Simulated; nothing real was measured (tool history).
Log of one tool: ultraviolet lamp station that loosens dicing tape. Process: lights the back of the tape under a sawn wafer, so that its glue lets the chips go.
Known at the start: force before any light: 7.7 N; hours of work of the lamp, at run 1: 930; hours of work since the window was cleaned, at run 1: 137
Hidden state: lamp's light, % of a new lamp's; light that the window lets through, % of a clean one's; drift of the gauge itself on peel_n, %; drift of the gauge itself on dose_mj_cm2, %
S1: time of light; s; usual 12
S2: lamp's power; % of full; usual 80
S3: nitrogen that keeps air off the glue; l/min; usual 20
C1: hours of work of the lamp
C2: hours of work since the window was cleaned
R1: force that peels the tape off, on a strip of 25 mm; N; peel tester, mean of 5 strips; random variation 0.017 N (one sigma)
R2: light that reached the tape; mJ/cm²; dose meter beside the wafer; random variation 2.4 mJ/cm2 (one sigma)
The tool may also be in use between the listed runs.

run 1 hour=0 | S1=12 S2=80 S3=20 | C1=930 C2=137 | R1=0.842 R2=281
run 2 hour=42.6 | S1=16 S2=80 S3=20 | C1=963 C2=169 | R1=0.484 R2=370
run 3 hour=80.8 | S1=13 S2=80 S3=20 | C1=992 C2=198 | R1=0.711 R2=307
run 4 hour=128.9 | S1=13 S2=80 S3=20 | C1=1028 C2=234 | R1=0.697 R2=303
run 5 hour=169.5 | S1=13 S2=80 S3=20 | C1=1059 C2=265 | R1=0.719 R2=298
run 6 hour=212 | S1=12 S2=80 S3=20 | C1=1091 C2=297 | R1=0.844 R2=280
run 7 hour=258.7 | S1=12 S2=80 S3=20 | C1=1126 C2=332 | R1=0.835 R2=282
run 8 hour=299.9 | S1=12 S2=80 S3=20 | C1=1158 C2=364 | R1=0.838 R2=283
run 9 hour=326.4 | S1=12 S2=80 S3=20 | C1=1178 C2=384 | R1=0.891 R2=283
run 10 hour=379.1 | S1=12 S2=80 S3=20 | C1=1218 C2=424 | R1=0.84 R2=280
-- hour=422.7 window cleaned of glue's vapour
run 11 hour=438.1 | S1=12 S2=80 S3=20 | C1=1262 C2=12 | R1=0.8 R2=278
run 12 hour=469.4 | S1=12 S2=80 S3=20 | C1=1286 C2=35 | R1=0.878 R2=283
run 13 hour=497.3 | S1=12 S2=80 S3=20 | C1=1307 C2=56 | R1=0.842 R2=278
run 14 hour=544.1 | S1=12 S2=80 S3=20 | C1=1342 C2=92 | R1=0.818 R2=280
run 15 hour=579.2 | S1=12 S2=80 S3=20 | C1=1369 C2=118 | R1=0.835 R2=282
run 16 hour=621.4 | S1=12 S2=80 S3=20 | C1=1401 C2=150 | R1=0.802 R2=284
run 17 hour=680.2 | S1=12 S2=80 S3=20 | C1=1445 C2=195 | R1=0.821 R2=282
run 18 hour=712.7 | S1=12 S2=80 S3=20 | C1=1470 C2=220 | R1=0.818 R2=281
run 19 hour=763.1 | S1=12 S2=80 S3=20 | C1=1508 C2=258 | R1=0.807 R2=283
run 20 hour=793.1 | S1=12 S2=80 S3=20 | C1=1531 C2=281 | R1=0.821 R2=276
run 21 hour=839.7 | S1=12 S2=67 S3=20 | C1=1566 C2=316 | R1=1.158 R2=237
run 22 hour=894.7 | S1=11 S2=80 S3=31 | C1=1608 C2=357 | R1=0.781 R2=258
run 23 hour=954.2 | S1=11 S2=80 S3=31 | C1=1653 C2=403 | R1=0.755 R2=259
run 24 hour=1018.1 | S1=9 S2=68 S3=32 | C1=1701 C2=451 | R1=1.373 R2=174
-- hour=1026.1 window cleaned of glue's vapour
run 25 hour=1072.5 | S1=7 S2=93 S3=7 | C1=1742 C2=35 | R1=2.569 R2=189
run 26 hour=1111.3 | S1=18 S2=80 S3=23 | C1=1771 C2=65 | R1=0.399 R2=425
run 27 hour=1160.5 | S1=18 S2=80 S3=23 | C1=1809 C2=102 | R1=0.379 R2=417
run 28 hour=1204.8 | S1=18 S2=80 S3=23 | C1=1842 C2=135 | R1=0.389 R2=419
run 29 hour=1247.6 | S1=12 S2=84 S3=25 | C1=1875 C2=168 | R1=0.695 R2=296
run 30 hour=1286.1 | S1=8 S2=84 S3=19 | C1=1904 C2=197 | R1=1.559 R2=197
run 31 hour=1341.4 | S1=8 S2=84 S3=19 | C1=1946 C2=239 | R1=1.576 R2=200
-- hour=1384.5 lamp changed
run 32 hour=1403.7 | S1=8 S2=84 S3=19 | C1=15 C2=285 | R1=1.501 R2=199
run 33 hour=1457 | S1=8 S2=84 S3=19 | C1=55 C2=326 | R1=1.522 R2=197
run 34 hour=1520.9 | S1=7 S2=89 S3=38 | C1=103 C2=374 | R1=1.297 R2=180
run 35 hour=1579.2 | S1=7 S2=100 S3=11 | C1=147 C2=418 | R1=1.871 R2=207
run 36 hour=1610.6 | S1=12 S2=75 S3=11 | C1=171 C2=442 | R1=1.361 R2=260
-- hour=1627.8 window cleaned of glue's vapour
run 37 hour=1667.8 | S1=12 S2=80 S3=17 | C1=214 C2=30 | R1=0.912 R2=285
run 38 hour=1721.5 | S1=20 S2=80 S3=7 | C1=255 C2=71 | R1=0.665 R2=465
run 39 hour=1764.4 | S1=21 S2=60 S3=15 | C1=287 C2=103 | R1=0.61 R2=375
run 40 hour=1816.5 | S1=12 S2=67 S3=35 | C1=327 C2=143 | R1=0.874 R2=233
run 41 hour=1868.5 | S1=12 S2=64 S3=35 | C1=366 C2=182 | R1=0.92 R2=225
run 42 hour=1929.6 | S1=12 S2=64 S3=35 | C1=412 C2=229 | R1=0.982 R2=221

Hidden state at the last listed run before each entry between runs and at the first one after, where it differs:
Between runs 10 and 11: window cleaned of glue's vapour (hour 422.7)
  no hidden state differs between the two runs
Between runs 24 and 25: window cleaned of glue's vapour (hour 1026.1)
  light that the window lets through, % of a clean one's: 99.9 -> 100
Between runs 31 and 32: lamp changed (hour 1384.5)
  lamp's light, % of a new lamp's: 99.8 -> 100
Between runs 36 and 37: window cleaned of glue's vapour (hour 1627.8)
  light that the window lets through, % of a clean one's: 99.9 -> 100
